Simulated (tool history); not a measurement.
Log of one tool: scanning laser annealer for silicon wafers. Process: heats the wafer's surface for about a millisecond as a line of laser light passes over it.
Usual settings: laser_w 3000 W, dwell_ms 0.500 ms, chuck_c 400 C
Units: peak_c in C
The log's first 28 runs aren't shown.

run,day,laser_w,dwell_ms,chuck_c,hours of work since the window was cleaned,hours of work since the power meter was calibrated,hours of work since the optics were aligned,peak_c
29,14.962,3050,0.490,435,498,544,323,1157
30,15.658,3179,0.490,435,508,554,333,1182
31,16.379,3179,0.490,435,518,565,343,1181
32,16.979,2952,0.381,417,527,573,351,1024
33,17.433,3288,0.519,405,533,580,358,1198
34,18.158,3164,0.431,421,544,590,368,1115
35,18.550,3179,0.399,400,549,595,374,1066
36,19.179,2933,0.397,400,558,604,383,1017
37,19.683,3153,0.500,395,565,611,390,1144

5 ways to go on from here, each from the tool as it stands after run 37. What would each give?
A,20.317,3240,0.388,400,574,620,399,?
B,20.317,2982,0.500,437,574,620,399,?
C,20.317,2569,0.505,400,574,620,399,?
D,20.317,2625,0.500,418,574,620,399,?
E,20.317,3241,0.467,395,574,620,399,?

run,peak_c
A,1070
B,1142
C,1017
D,1045
E,1134
Without the tool's hidden state the same runs would have given:
run,peak_c
A,1104
B,1179
C,1049
D,1077
E,1172
